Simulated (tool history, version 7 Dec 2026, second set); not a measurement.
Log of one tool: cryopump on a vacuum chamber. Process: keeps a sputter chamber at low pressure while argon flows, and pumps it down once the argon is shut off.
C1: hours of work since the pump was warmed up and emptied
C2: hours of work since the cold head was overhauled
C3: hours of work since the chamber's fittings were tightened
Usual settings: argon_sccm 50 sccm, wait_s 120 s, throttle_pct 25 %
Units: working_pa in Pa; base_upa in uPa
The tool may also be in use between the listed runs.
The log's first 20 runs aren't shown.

{"run": 21, "hour": 867.1, "argon_sccm": 89, "wait_s": 120, "throttle_pct": 23, "C1": 515, "C2": 2519, "C3": 333, "working_pa": 0.3389, "base_upa": 0.75}
{"run": 22, "hour": 901.6, "argon_sccm": 50, "wait_s": 165, "throttle_pct": 47, "C1": 544, "C2": 2548, "C3": 362, "working_pa": 0.0989, "base_upa": 0.6}
{"run": 23, "hour": 933.7, "argon_sccm": 91, "wait_s": 198, "throttle_pct": 37, "C1": 571, "C2": 2575, "C3": 389, "working_pa": 0.2243, "base_upa": 0.6}
{"run": 24, "hour": 986.4, "argon_sccm": 50, "wait_s": 120, "throttle_pct": 19, "C1": 616, "C2": 2620, "C3": 434, "working_pa": 0.2314, "base_upa": 0.74}
{"run": 25, "hour": 1020.1, "argon_sccm": 50, "wait_s": 120, "throttle_pct": 27, "C1": 645, "C2": 2649, "C3": 463, "working_pa": 0.1668, "base_upa": 0.77}
{"run": 26, "hour": 1047.7, "argon_sccm": 83, "wait_s": 120, "throttle_pct": 53, "C1": 668, "C2": 2672, "C3": 486, "working_pa": 0.1514, "base_upa": 0.75}
{"run": 27, "hour": 1109.3, "argon_sccm": 37, "wait_s": 28, "throttle_pct": 53, "C1": 720, "C2": 2725, "C3": 539, "working_pa": 0.0689, "base_upa": 2.17}
{"run": 28, "hour": 1150.1, "argon_sccm": 37, "wait_s": 28, "throttle_pct": 53, "C1": 755, "C2": 2759, "C3": 573, "working_pa": 0.0691, "base_upa": 2.17}
{"run": 29, "hour": 1186.4, "argon_sccm": 37, "wait_s": 28, "throttle_pct": 53, "C1": 786, "C2": 2790, "C3": 604, "working_pa": 0.0688, "base_upa": 2.24}
{"run": 30, "hour": 1213.5, "argon_sccm": 47, "wait_s": 255, "throttle_pct": 21, "C1": 809, "C2": 2813, "C3": 627, "working_pa": 0.2022, "base_upa": 0.63}
{"run": 31, "hour": 1256.8, "argon_sccm": 47, "wait_s": 255, "throttle_pct": 21, "C1": 846, "C2": 2850, "C3": 664, "working_pa": 0.2034, "base_upa": 0.62}
{"run": 32, "hour": 1309.9, "argon_sccm": 50, "wait_s": 120, "throttle_pct": 16, "C1": 891, "C2": 2895, "C3": 709, "working_pa": 0.2786, "base_upa": 0.85}
{"run": 33, "hour": 1343.2, "argon_sccm": 50, "wait_s": 108, "throttle_pct": 29, "C1": 919, "C2": 2923, "C3": 737, "working_pa": 0.1618, "base_upa": 0.94}

3 ways to go on from here, each from the tool as it stands after run 33. What would each give?
{"run": "A", "hour": 1380.3, "argon_sccm": 90, "wait_s": 120, "throttle_pct": 31, "C1": 950, "C2": 2955, "C3": 769, "working_pa": "?", "base_upa": "?"}
{"run": "B", "hour": 1380.3, "argon_sccm": 68, "wait_s": 65, "throttle_pct": 29, "C1": 950, "C2": 2955, "C3": 769, "working_pa": "?", "base_upa": "?"}
{"run": "C", "hour": 1380.3, "argon_sccm": 95, "wait_s": 120, "throttle_pct": 34, "C1": 950, "C2": 2955, "C3": 769, "working_pa": "?", "base_upa": "?"}

run=A working_pa=0.2752 base_upa=0.9
run=B working_pa=0.2222 base_upa=1.22
run=C working_pa=0.2705 base_upa=0.94
Without the tool's hidden state the same runs would have given:
run=A working_pa=0.2419 base_upa=0.56
run=B working_pa=0.197 base_upa=0.89
run=C working_pa=0.2351 base_upa=0.58
